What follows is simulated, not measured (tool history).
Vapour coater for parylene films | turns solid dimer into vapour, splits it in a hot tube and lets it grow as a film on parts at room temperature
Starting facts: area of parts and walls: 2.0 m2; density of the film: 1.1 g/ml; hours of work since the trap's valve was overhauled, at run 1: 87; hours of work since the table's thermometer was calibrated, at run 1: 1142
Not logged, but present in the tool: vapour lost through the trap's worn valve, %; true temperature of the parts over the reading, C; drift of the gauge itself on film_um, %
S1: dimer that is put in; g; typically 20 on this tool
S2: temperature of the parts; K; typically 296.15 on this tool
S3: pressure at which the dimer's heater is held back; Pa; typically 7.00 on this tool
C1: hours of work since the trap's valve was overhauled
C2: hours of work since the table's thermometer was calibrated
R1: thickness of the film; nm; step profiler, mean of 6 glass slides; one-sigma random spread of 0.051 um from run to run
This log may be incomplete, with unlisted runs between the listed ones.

{"run": 1, "hour": 0.0, "S1": 20, "S2": 296.15, "S3": 7.0, "C1": 87, "C2": 1142, "R1": 5720}
{"run": 2, "hour": 30.3, "S1": 20, "S2": 296.15, "S3": 7.0, "C1": 110, "C2": 1165, "R1": 5670}
{"run": 3, "hour": 61.5, "S1": 20, "S2": 296.15, "S3": 7.0, "C1": 133, "C2": 1188, "R1": 5680}
{"run": 4, "hour": 91.7, "S1": 20, "S2": 296.15, "S3": 7.0, "C1": 156, "C2": 1211, "R1": 5510}
{"run": 5, "hour": 113.5, "S1": 20, "S2": 296.15, "S3": 2.81, "C1": 173, "C2": 1228, "R1": 6470}
{"run": 6, "hour": 150.4, "S1": 20, "S2": 296.15, "S3": 7.0, "C1": 201, "C2": 1256, "R1": 5350}
{"run": 7, "hour": 178.4, "S1": 20, "S2": 305.15, "S3": 7.0, "C1": 223, "C2": 1278, "R1": 3600}
{"hour": 187.3, "done": "trap's valve overhauled"}
{"run": 8, "hour": 225.5, "S1": 20, "S2": 305.15, "S3": 7.0, "C1": 29, "C2": 1311, "R1": 3370}
{"run": 9, "hour": 251.6, "S1": 20, "S2": 305.15, "S3": 11.62, "C1": 49, "C2": 1330, "R1": 3000}
{"run": 10, "hour": 274.8, "S1": 20, "S2": 299.15, "S3": 7.0, "C1": 67, "C2": 1348, "R1": 4180}
{"run": 11, "hour": 321.0, "S1": 29, "S2": 298.15, "S3": 7.85, "C1": 102, "C2": 1383, "R1": 6170}
{"run": 12, "hour": 367.0, "S1": 35, "S2": 300.15, "S3": 7.85, "C1": 137, "C2": 1418, "R1": 6510}
{"hour": 376.8, "done": "trap's valve overhauled, once more"}
{"run": 13, "hour": 401.6, "S1": 30, "S2": 296.15, "S3": 3.32, "C1": 19, "C2": 1442, "R1": 10500}
{"run": 14, "hour": 423.3, "S1": 14, "S2": 296.15, "S3": 10.72, "C1": 35, "C2": 1458, "R1": 3840}
{"run": 15, "hour": 458.5, "S1": 20, "S2": 306.15, "S3": 2.91, "C1": 62, "C2": 1485, "R1": 4650}
{"run": 16, "hour": 497.3, "S1": 32, "S2": 296.15, "S3": 7.0, "C1": 92, "C2": 1515, "R1": 9460}
{"run": 17, "hour": 537.1, "S1": 15, "S2": 307.15, "S3": 7.0, "C1": 122, "C2": 1545, "R1": 2770}
{"run": 18, "hour": 570.7, "S1": 15, "S2": 307.15, "S3": 7.0, "C1": 148, "C2": 1571, "R1": 2660}
{"run": 19, "hour": 590.1, "S1": 26, "S2": 289.15, "S3": 7.0, "C1": 163, "C2": 1586, "R1": 9630}
{"run": 20, "hour": 614.1, "S1": 17, "S2": 296.15, "S3": 5.57, "C1": 181, "C2": 1604, "R1": 4900}

Alternative continuations, all from the tool just after run 20; predict every row:
{"run": "A", "hour": 658.1, "S1": 17, "S2": 289.15, "S3": 6.67, "C1": 215, "C2": 1637, "R1": "?"}
{"run": "B", "hour": 658.1, "S1": 9, "S2": 299.15, "S3": 7.0, "C1": 215, "C2": 1637, "R1": "?"}
{"run": "C", "hour": 658.1, "S1": 13, "S2": 296.15, "S3": 6.9, "C1": 215, "C2": 1637, "R1": "?"}
{"run": "D", "hour": 658.1, "S1": 17, "S2": 291.15, "S3": 2.27, "C1": 215, "C2": 1637, "R1": "?"}

run=A R1=6150
run=B R1=2150
run=C R1=3550
run=D R1=6650
Stripped of hidden state, with their random variation kept, the same runs would have yielded:
run=A R1=6730
run=B R1=2360
run=C R1=3880
run=D R1=7580

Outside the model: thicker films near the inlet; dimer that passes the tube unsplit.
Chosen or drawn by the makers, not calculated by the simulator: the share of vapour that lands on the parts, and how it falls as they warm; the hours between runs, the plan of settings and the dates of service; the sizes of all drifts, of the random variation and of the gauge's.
